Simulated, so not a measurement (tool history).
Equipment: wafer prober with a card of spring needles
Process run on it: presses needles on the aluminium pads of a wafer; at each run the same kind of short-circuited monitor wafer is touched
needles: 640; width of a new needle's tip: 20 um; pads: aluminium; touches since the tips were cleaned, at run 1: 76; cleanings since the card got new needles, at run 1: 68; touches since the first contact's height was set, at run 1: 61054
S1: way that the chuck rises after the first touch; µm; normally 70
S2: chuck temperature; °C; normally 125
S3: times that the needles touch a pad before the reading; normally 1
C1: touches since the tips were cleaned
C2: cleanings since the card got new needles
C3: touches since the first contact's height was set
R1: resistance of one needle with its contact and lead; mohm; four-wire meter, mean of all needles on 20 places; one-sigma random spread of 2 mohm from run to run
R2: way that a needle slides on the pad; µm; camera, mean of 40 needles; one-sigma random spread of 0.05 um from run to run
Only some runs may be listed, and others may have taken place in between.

run   hour  S1   S2  S3    C1   C2      C3   R1     R2
  1    0.0  70  125   1    76   68   61054  221  15.61
      12.8  -- tips cleaned on abrasive film
  2   21.8  70  125   2  2114   69   66122  222  15.55
      24.8  -- tips cleaned on abrasive film
      38.5  -- tips cleaned on abrasive film
      52.3  -- tips cleaned on abrasive film
  3   52.3  70  125   2    13   72   73159  218  15.69
      65.7  -- tips cleaned on abrasive film
  4   74.2  70  125   2  1971   73   78237  222  15.70
      78.5  -- tips cleaned on abrasive film
      92.4  -- tips cleaned on abrasive film
     105.7  -- tips cleaned on abrasive film
  5  108.4  70  125   2   636   76   86152  219  15.78
     119.0  -- tips cleaned on abrasive film
     131.9  -- tips cleaned on abrasive film
     145.4  -- tips cleaned on abrasive film
  6  146.5  70  125   2   245   79   94954  220  15.74
     158.6  -- tips cleaned on abrasive film
     171.8  -- tips cleaned on abrasive film
  7  180.2  70  125   1  1964   81  102765  224  15.62
     186.0  -- tips cleaned on abrasive film
     199.0  -- tips cleaned on abrasive film
  8  200.7  70  125   1   403   83  107507  226  15.63
     212.3  -- tips cleaned on abrasive film
     226.4  -- tips cleaned on abrasive film
     238.0  -- tips cleaned on abrasive film
  9  241.3  70  108   1   762   86  116898  215  15.71
     250.0  -- tips cleaned on abrasive film
 10  260.8  70   95   1  2515   87  121422  217  15.70
     263.8  -- tips cleaned on abrasive film
     276.9  -- tips cleaned on abrasive film
     290.5  -- tips cleaned on abrasive film
     302.7  -- tips cleaned on abrasive film
 11  302.7  70  125   1     0   91  131093  222  15.70
     316.9  -- tips cleaned on abrasive film
     329.5  -- tips cleaned on abrasive film
 12  338.7  70  125   1  2140   93  139441  223  15.57
     343.4  -- tips cleaned on abrasive film
     357.9  -- tips cleaned on abrasive film
     371.8  -- tips cleaned on abrasive film
 13  382.8  70  125   1  2559   96  149656  222  15.77
     385.7  -- tips cleaned on abrasive film
     397.2  -- height of the first contact set anew
     400.2  -- tips cleaned on abrasive film
     413.6  -- tips cleaned on abrasive film
     426.5  -- tips cleaned on abrasive film
 14  426.5  70  125   1     0  100    6774  222  15.70
     439.9  -- tips cleaned on abrasive film
     451.5  -- tips cleaned on abrasive film
 15  451.5  70  125   1     0  102   12544  222  15.63
     465.3  -- tips cleaned on abrasive film
     479.2  -- tips cleaned on abrasive film
 16  482.9  70  125   1   876  104   19824  220  15.54
     491.6  -- tips cleaned on abrasive film
     506.0  -- tips cleaned on abrasive film
     519.1  -- tips cleaned on abrasive film
 17  519.7  70  125   1   135  107   28337  223  15.68
     532.8  -- tips cleaned on abrasive film
     546.5  -- tips cleaned on abrasive film
 18  546.5  70  125   1     0  109   34529  221  15.58
     558.9  -- tips cleaned on abrasive film
 19  569.0  70  125   2  2365  110   39764  220  15.62
     571.3  -- tips cleaned on abrasive film
     584.3  -- tips cleaned on abrasive film
     597.3  -- tips cleaned on abrasive film
 20  597.3  70  125   2     0  113   46297  218  15.65
     611.4  -- tips cleaned on abrasive film
 21  618.3  70  125   2  1604  114   51165  218  15.69

Expected results for the next run?
     623.7  -- tips cleaned on abrasive film
     636.2  -- tips cleaned on abrasive film
     649.5  -- tips cleaned on abrasive film
 22  650.8  70  125   2  307  117  58679   ?   ?

Run 22 measured R1 224 mohm, R2 15.67 µm.
Were there no unlogged condition in the tool, this run, its random variation unchanged, would have produced R1 224 mohm, R2 15.67 µm.
